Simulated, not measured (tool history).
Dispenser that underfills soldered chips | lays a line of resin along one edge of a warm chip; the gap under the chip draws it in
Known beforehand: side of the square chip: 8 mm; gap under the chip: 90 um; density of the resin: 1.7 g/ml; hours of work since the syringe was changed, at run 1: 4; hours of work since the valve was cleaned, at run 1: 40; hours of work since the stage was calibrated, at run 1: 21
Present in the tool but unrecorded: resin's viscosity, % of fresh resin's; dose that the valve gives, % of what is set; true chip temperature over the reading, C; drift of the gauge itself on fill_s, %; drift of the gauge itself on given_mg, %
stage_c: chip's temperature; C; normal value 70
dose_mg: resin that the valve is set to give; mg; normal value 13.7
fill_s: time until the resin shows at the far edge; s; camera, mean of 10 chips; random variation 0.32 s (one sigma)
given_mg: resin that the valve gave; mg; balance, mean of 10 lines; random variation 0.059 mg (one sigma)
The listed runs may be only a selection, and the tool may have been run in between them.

| run | hour | stage_c | dose_mg | hours of work since the syringe was changed | hours of work since the valve was cleaned | hours of work since the stage was calibrated | fill_s | given_mg |
|---|---|---|---|---|---|---|---|---|
| 1 | 0.0 | 70 | 13.7 | 4 | 40 | 21 | 16.2 | 13.45 |
|  | 4.2 | new syringe of resin |
| 2 | 5.6 | 70 | 13.7 | 1 | 44 | 25 | 12.8 | 13.36 |
|  | 8.9 | dispensing valve cleaned and set on the balance |
| 3 | 13.8 | 70 | 13.7 | 7 | 4 | 30 | 20.8 | 13.71 |
|  | 14.7 | new syringe of resin |
| 4 | 18.8 | 70 | 13.7 | 3 | 8 | 34 | 14.6 | 13.57 |
| 5 | 23.7 | 70 | 13.7 | 7 | 11 | 38 | 21.4 | 13.62 |
|  | 24.5 | new syringe of resin |
| 6 | 30.6 | 70 | 13.7 | 5 | 17 | 43 | 17.7 | 13.55 |
|  | 34.0 | new syringe of resin |
| 7 | 35.3 | 70 | 13.7 | 1 | 20 | 47 | 11.7 | 13.58 |
| 8 | 41.3 | 70 | 13.7 | 6 | 25 | 51 | 18.6 | 13.41 |
|  | 43.8 | new syringe of resin |
| 9 | 47.8 | 70 | 13.7 | 3 | 30 | 56 | 15.3 | 13.43 |
|  | 53.6 | new syringe of resin |
| 10 | 53.6 | 70 | 13.7 | 0 | 34 | 61 | 11.5 | 13.48 |
| 11 | 59.8 | 70 | 13.7 | 5 | 39 | 65 | 17.2 | 13.45 |
|  | 63.4 | new syringe of resin |
| 12 | 66.8 | 70 | 13.7 | 3 | 44 | 71 | 13.6 | 13.46 |
|  | 69.7 | dispensing valve cleaned and set on the balance |
|  | 74.2 | new syringe of resin |
| 13 | 74.6 | 70 | 13.7 | 0 | 4 | 76 | 11.3 | 13.69 |
| 14 | 80.8 | 64 | 13.5 | 5 | 8 | 81 | 24.0 | 13.46 |
|  | 84.2 | new syringe of resin |
| 15 | 87.6 | 70 | 17.2 | 3 | 14 | 86 | 14.1 | 17.15 |
| 16 | 91.7 | 70 | 17.2 | 6 | 17 | 89 | 18.5 | 16.99 |
|  | 93.8 | new syringe of resin |
| 17 | 96.4 | 81 | 12.2 | 2 | 20 | 93 | 8.3 | 12.04 |
|  | 103.6 | new syringe of resin |
| 18 | 103.6 | 70 | 13.0 | 0 | 26 | 98 | 11.7 | 12.68 |
| 19 | 108.3 | 70 | 13.0 | 4 | 29 | 102 | 15.6 | 12.80 |
|  | 113.1 | new syringe of resin |
| 20 | 113.4 | 70 | 16.9 | 0 | 33 | 105 | 11.4 | 16.48 |
| 21 | 120.8 | 77 | 17.6 | 6 | 39 | 111 | 12.7 | 17.08 |
|  | 123.0 | new syringe of resin |
| 22 | 127.6 | 77 | 17.6 | 4 | 44 | 116 | 10.4 | 17.21 |
|  | 130.7 | dispensing valve cleaned and set on the balance |
|  | 133.8 | new syringe of resin |
| 23 | 133.9 | 77 | 17.6 | 0 | 2 | 120 | 7.7 | 17.65 |

What if the next run were any one of these 3? Each begins from the tool's condition after run 23:
| A | 137.5 | 57 | 14.9 | 3 | 5 | 123 | ? | ? |
| B | 137.5 | 77 | 12.2 | 3 | 5 | 123 | ? | ? |
| C | 137.5 | 62 | 12.9 | 3 | 5 | 123 | ? | ? |

| run | fill_s | given_mg |
|---|---|---|
| A | 28.6 | 14.83 |
| B | 10.3 | 12.15 |
| C | 22.0 | 12.90 |
Had the tool no hidden state, the same runs would have come out as:
| run | fill_s | given_mg |
|---|---|---|
| A | 22.8 | 14.89 |
| B | 8.2 | 12.19 |
| C | 17.5 | 12.95 |
